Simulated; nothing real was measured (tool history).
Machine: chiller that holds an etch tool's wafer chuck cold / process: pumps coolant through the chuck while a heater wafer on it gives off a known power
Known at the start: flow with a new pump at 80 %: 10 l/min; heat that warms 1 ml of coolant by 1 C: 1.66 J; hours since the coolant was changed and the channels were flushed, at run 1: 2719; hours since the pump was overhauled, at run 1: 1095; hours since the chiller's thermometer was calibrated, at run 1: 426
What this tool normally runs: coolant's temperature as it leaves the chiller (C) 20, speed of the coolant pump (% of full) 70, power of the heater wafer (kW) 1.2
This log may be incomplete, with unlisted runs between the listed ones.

run,hour,coolant's temperature as it leaves the chiller (C),speed of the coolant pump (% of full),power of the heater wafer (kW),hours since the coolant was changed and the channels were flushed,hours since the pump was overhauled,hours since the chiller's thermometer was calibrated,chuck's temperature once it has settled (C),how much warmer the coolant comes back (C)
1,0,20,70,1.2,2719,1095,426,32.1,4.98
2,54.1,20,70,1.2,2773,1149,480,32.2,5.02
3,121.2,20,70,1.2,2840,1216,547,32.1,5.01
4,174.1,12,70,1.2,2893,1269,600,24.1,5.02
5,243.2,12,70,1.2,2963,1338,669,24.2,5.03
6,309.8,20,70,0.842,3029,1405,736,28.4,3.59
7,356.4,20,70,0.842,3076,1451,783,28.4,3.6
8,389,20,70,0.842,3108,1484,815,28.3,3.62
9,448.5,20,70,1.265,3168,1543,875,32.8,5.38
10,507.7,20,70,1.265,3227,1603,934,32.8,5.42
# hour 520.4: coolant changed, channels flushed
11,543,20,86,1.2,23,1632,963,30.6,4.14
12,612.9,20,70,1.2,93,1702,1033,32.1,5.18
13,664.7,20,70,1.2,144,1754,1085,32.2,5.23
14,711.2,20,70,1.2,191,1800,1131,32,5.19
15,766,20,70,1.2,246,1855,1186,32.2,5.24
16,826.4,20,62,1.2,306,1915,1246,33.1,5.93
17,855.2,14,62,0.718,335,1944,1275,22.1,3.61
18,912.5,14,86,0.915,392,2001,1333,22,3.36
19,955.9,14,86,1.245,435,2045,1376,24.7,4.47
20,992.1,14,86,1.245,472,2081,1412,24.9,4.47
21,1023.1,14,69,1.245,503,2112,1443,26.5,5.59
22,1086,11,83,1.137,566,2175,1506,21.2,4.29
23,1117.7,29,83,1.137,597,2207,1538,39.4,4.27
# hour 1147.7: gauge calibrated
24,1148.6,26,67,1.137,628,2238,1569,38,4.98
25,1203.8,20,70,0.685,683,2293,1624,27,2.88
26,1261.2,12,100,0.943,741,2350,1681,19.4,2.74
27,1326.6,17,75,1.2,806,2416,1747,28.6,4.74
28,1388.7,16,70,1.461,868,2478,1809,30.7,6.16
29,1459.7,21,98,1.248,939,2549,1880,31,3.76
30,1524,21,61,0.782,1004,2613,1944,29.8,3.86
31,1562.3,12,65,1.696,1042,2651,1982,29.9,7.81
32,1604.2,12,88,1.696,1084,2693,2024,26.6,5.66

Table of differences, measured result less the result of that run with no hidden state. Run-to-run variation is the same in both. Gauge scatter possibly is not:
Hidden state present: heat passed by the chuck's channels, % of clean ones'; flow at a given pump speed, % of a new pump's; coolant's true temperature over the reading, C; drift of the gauge itself on chuck_c, C; drift of the gauge itself on warmer_back_c, C.
run,how much warmer the coolant comes back (C)
1,+0
2,+0.02
3,+0.04
4,+0.05
5,+0.07
6,+0.1
7,+0.11
8,+0.12
9,+0.13
10,+0.16
11,+0.16
12,+0.19
13,+0.2
14,+0.21
15,+0.22
16,+0.24
17,+0.25
18,+0.27
19,+0.28
20,+0.29
21,+0.3
22,+0.32
23,+0.33
24,+0
25,+0.02
26,+0.03
27,+0.06
28,+0.08
29,+0.1
30,+0.11
31,+0.14
32,+0.14
For chuck's temperature once it has settled (C), the value without the hidden state is never more than 0.1 from the measured value.
